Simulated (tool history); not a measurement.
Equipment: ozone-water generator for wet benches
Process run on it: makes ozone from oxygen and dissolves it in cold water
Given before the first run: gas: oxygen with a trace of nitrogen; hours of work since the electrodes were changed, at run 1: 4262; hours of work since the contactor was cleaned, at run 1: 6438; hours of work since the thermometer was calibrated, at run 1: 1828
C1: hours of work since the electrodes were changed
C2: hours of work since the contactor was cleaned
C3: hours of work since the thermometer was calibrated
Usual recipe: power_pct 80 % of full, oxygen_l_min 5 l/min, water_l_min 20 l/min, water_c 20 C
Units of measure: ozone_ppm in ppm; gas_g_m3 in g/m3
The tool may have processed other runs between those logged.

Run 1, day 0: usual settings; C1 4262; C2 6438; C3 1828. Result: ozone_ppm 18.7 ppm, gas_g_m3 186.2 g/m3.
Run 2, day 2.746: usual settings; C1 4325; C2 6502; C3 1892. Result: ozone_ppm 18.7 ppm, gas_g_m3 185.4 g/m3.
At day 4.967: contactor cleaned.
Run 3, day 5.912: usual settings; C1 4394; C2 22; C3 1961. Result: ozone_ppm 18.5 ppm, gas_g_m3 185.2 g/m3.
Run 4, day 11.704: usual settings; C1 4528; C2 155; C3 2094. Result: ozone_ppm 18.4 ppm, gas_g_m3 184.2 g/m3.
Run 5, day 14.238: usual settings; C1 4586; C2 214; C3 2153. Result: ozone_ppm 18.2 ppm, gas_g_m3 184.6 g/m3.
Run 6, day 18.146: usual settings but power_pct 42 % of full; C1 4676; C2 304; C3 2243. Result: ozone_ppm 10.4 ppm, gas_g_m3 104.6 g/m3.
Run 7, day 23.275: usual settings; C1 4794; C2 422; C3 2361. Result: ozone_ppm 18.4 ppm, gas_g_m3 185.8 g/m3.
Run 8, day 27.8: usual settings; C1 4899; C2 526; C3 2465. Result: ozone_ppm 18.4 ppm, gas_g_m3 186.4 g/m3.
Run 9, day 33.05: usual settings; C1 5020; C2 647; C3 2586. Result: ozone_ppm 18.2 ppm, gas_g_m3 185.8 g/m3.
Run 10, day 38.404: usual settings; C1 5143; C2 770; C3 2709. Result: ozone_ppm 18.3 ppm, gas_g_m3 186 g/m3.
Run 11, day 42.908: usual settings but oxygen_l_min 3.63 l/min; C1 5247; C2 874; C3 2813. Result: ozone_ppm 18.7 ppm, gas_g_m3 219.4 g/m3.
Run 12, day 46.4: usual settings but oxygen_l_min 3.63 l/min; C1 5327; C2 955; C3 2894. Result: ozone_ppm 18.2 ppm, gas_g_m3 221.6 g/m3.
Run 13, day 51.333: usual settings but power_pct 40 % of full, oxygen_l_min 5.66 l/min, water_l_min 21 l/min, water_c 16 C; C1 5441; C2 1068; C3 3007. Result: ozone_ppm 10.3 ppm, gas_g_m3 92.4 g/m3.
Run 14, day 55.292: usual settings but power_pct 40 % of full, oxygen_l_min 5.66 l/min, water_l_min 21 l/min, water_c 16 C; C1 5532; C2 1160; C3 3098. Result: ozone_ppm 10.1 ppm, gas_g_m3 92.7 g/m3.
Run 15, day 60.071: usual settings but power_pct 81 % of full, oxygen_l_min 8.64 l/min, water_l_min 12 l/min, water_c 25 C; C1 5642; C2 1270; C3 3209. Result: ozone_ppm 20.1 ppm, gas_g_m3 134.2 g/m3.
Run 16, day 65.646: usual settings but oxygen_l_min 3.32 l/min; C1 5771; C2 1398; C3 3337. Result: ozone_ppm 18.5 ppm, gas_g_m3 233.5 g/m3.
Run 17, day 69.304: usual settings but power_pct 75 % of full, oxygen_l_min 4.01 l/min, water_l_min 19 l/min, water_c 14 C; C1 5855; C2 1482; C3 3421. Result: ozone_ppm 19.5 ppm, gas_g_m3 195.7 g/m3.
Run 18, day 74.3: usual settings but water_l_min 13 l/min, water_c 15 C; C1 5970; C2 1598; C3 3536. Result: ozone_ppm 26.5 ppm, gas_g_m3 182.6 g/m3.
Run 19, day 77.012: usual settings but power_pct 95 % of full, oxygen_l_min 3.43 l/min, water_l_min 13 l/min, water_c 17 C; C1 6033; C2 1660; C3 3599. Result: ozone_ppm 30.4 ppm, gas_g_m3 265.3 g/m3.
Run 20, day 79.467: usual settings but power_pct 95 % of full, oxygen_l_min 3.43 l/min, water_l_min 13 l/min, water_c 17 C; C1 6089; C2 1717; C3 3655. Result: ozone_ppm 30.4 ppm, gas_g_m3 266.1 g/m3.
Run 21, day 85.354: usual settings but oxygen_l_min 5.76 l/min, water_c 15 C; C1 6225; C2 1852; C3 3791. Result: ozone_ppm 19.6 ppm, gas_g_m3 170.3 g/m3.
Run 22, day 89.992: usual settings but power_pct 51 % of full; C1 6332; C2 1959; C3 3898. Result: ozone_ppm 12.6 ppm, gas_g_m3 123 g/m3.
Run 23, day 93.529: usual settings but power_pct 69 % of full, oxygen_l_min 5.14 l/min, water_c 13 C; C1 6413; C2 2041; C3 3980. Result: ozone_ppm 17.6 ppm, gas_g_m3 158.7 g/m3.
Run 24, day 98.317: usual settings but power_pct 76 % of full, oxygen_l_min 5.74 l/min, water_c 13 C; C1 6523; C2 2151; C3 4090. Result: ozone_ppm 19.2 ppm, gas_g_m3 159.7 g/m3.

Alternative continuations, all from the tool just after run 24; predict every row:
Run A, day 103.992: usual settings but power_pct 55 % of full, oxygen_l_min 6.52 l/min, water_l_min 26 l/min, water_c 13 C; C1 6654; C2 2282; C3 4221. Result: ozone_ppm ?, gas_g_m3 ?.
Run B, day 103.992: usual settings but power_pct 76 % of full, oxygen_l_min 5.74 l/min, water_c 14 C; C1 6654; C2 2282; C3 4221. Result: ozone_ppm ?, gas_g_m3 ?.
Run C, day 103.992: usual settings but power_pct 76 % of full, oxygen_l_min 5.74 l/min, water_l_min 25 l/min, water_c 13 C; C1 6654; C2 2282; C3 4221. Result: ozone_ppm ?, gas_g_m3 ?.
Run D, day 103.992: usual settings but power_pct 65 % of full, water_l_min 32 l/min; C1 6654; C2 2282; C3 4221. Result: ozone_ppm ?, gas_g_m3 ?.
Run E, day 103.992: usual settings but power_pct 50 % of full, oxygen_l_min 5.74 l/min, water_c 18 C; C1 6654; C2 2282; C3 4221. Result: ozone_ppm ?, gas_g_m3 ?.

run  ozone_ppm  gas_g_m3
  A         12     111.5
  B       19.1       161
  C       16.4       160
  D       10.7     152.3
  E       12.7     110.2
With the hidden condition removed and each run's random variation left untouched, the same runs would have given:
run  ozone_ppm  gas_g_m3
  A         12     113.6
  B       19.2     164.1
  C       16.4       163
  D       10.7     155.2
  E       12.7     112.3
